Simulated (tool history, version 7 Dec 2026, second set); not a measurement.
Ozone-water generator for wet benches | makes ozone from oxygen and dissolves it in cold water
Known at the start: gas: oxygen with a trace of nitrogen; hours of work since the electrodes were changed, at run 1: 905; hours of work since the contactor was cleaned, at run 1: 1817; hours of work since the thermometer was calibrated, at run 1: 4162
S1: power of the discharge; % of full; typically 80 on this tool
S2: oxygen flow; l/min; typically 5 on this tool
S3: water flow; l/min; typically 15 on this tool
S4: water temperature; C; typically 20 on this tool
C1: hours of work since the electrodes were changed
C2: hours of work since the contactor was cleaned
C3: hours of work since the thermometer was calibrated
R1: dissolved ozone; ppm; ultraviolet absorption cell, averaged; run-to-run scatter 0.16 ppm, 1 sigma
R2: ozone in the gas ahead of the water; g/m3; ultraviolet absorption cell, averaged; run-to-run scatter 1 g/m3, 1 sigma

run	hour	S1	S2	S3	S4	C1	C2	C3	R1	R2
1	0	80	5	15	20	905	1817	4162	19.7	180.9
2	35.2	80	5	15	20	932	1845	4190	19.8	179.4
3	82.3	80	5	15	20	970	1882	4227	19.8	182.4
4	120.8	80	5	15	20	1000	1913	4258	19.7	180.7
5	166.1	80	5	15	20	1036	1948	4293	19.7	180.4
6	211.9	80	5	15	20	1073	1985	4330	19.7	178.8
7	250.6	80	5	15	23	1103	2015	4360	18.9	179.4
8	270.8	80	5	15	20	1119	2032	4377	19.6	180.2
9	303.7	80	5	15	20	1145	2058	4403	19.8	179.5
10	323.2	80	5	15	20	1161	2073	4418	19.8	177.8
11	358.5	54	5	15	20	1189	2101	4446	14.7	133.8
12	392.2	80	5	15	20	1215	2128	4473	19.7	178.9
13	422.9	80	5	15	24	1240	2152	4497	18.5	178.3
# hour 463.4: water thermometer calibrated
14	470.7	62	5	15	20	1277	2190	6	16.6	146.6
15	504.3	62	5	15	20	1304	2216	32	16.6	147.8
16	531.7	62	5	15	20	1326	2238	54	16.4	147.2
17	553.7	40	6.11	18	20	1343	2255	72	10.5	95.9
# hour 561.4: gauge calibrated
18	600.8	80	5.28	11	27	1380	2293	109	20.3	175.1
19	648.6	80	5.28	11	27	1418	2331	147	20.5	174.5
20	670.1	47	3.79	11	27	1435	2348	164	15	141.8
21	697.1	89	5	18	18	1457	2369	185	19.4	195.9
22	728	94	3.65	11	14	1481	2394	210	30.8	240.1
23	758	80	5	10	20	1505	2417	234	25.4	179.8
24	784.3	80	5	10	20	1526	2438	254	25.4	178.7
25	812.4	76	5	21	17	1548	2461	277	15.6	171.1
26	851.1	76	5	21	17	1579	2491	307	15.4	174
27	895.7	76	5.8	21	16	1614	2527	343	15.9	159
28	932.2	76	5.8	21	16	1643	2555	372	15.6	159.3
29	958.1	76	5.8	11	13	1664	2576	392	25.9	157.8
30	994.4	80	4.04	15	20	1693	2605	421	19.8	199.9
31	1032.2	80	3.93	15	25	1722	2635	451	18.4	203.4
32	1069	80	3.93	15	25	1752	2664	480	18.4	200.9

Hidden condition of the tool, last listed run before each entry between runs versus first listed run after:
Runs 13 to 14: water thermometer calibrated (hour 463.4)
  true water temperature over the reading, C: 0.01 -> 0; drift of the gauge itself on gas_g_m3, %: -2.19 -> -2.43
  measured value less the no-hidden-state value, R2: -4.1 -> -3.8 g/m3
Runs 17 to 18: gauge calibrated (hour 561.4)
  drift of the gauge itself on gas_g_m3, %: -2.86 -> -0.2
  measured value less the no-hidden-state value, R2: -2.9 -> -0.5 g/m3

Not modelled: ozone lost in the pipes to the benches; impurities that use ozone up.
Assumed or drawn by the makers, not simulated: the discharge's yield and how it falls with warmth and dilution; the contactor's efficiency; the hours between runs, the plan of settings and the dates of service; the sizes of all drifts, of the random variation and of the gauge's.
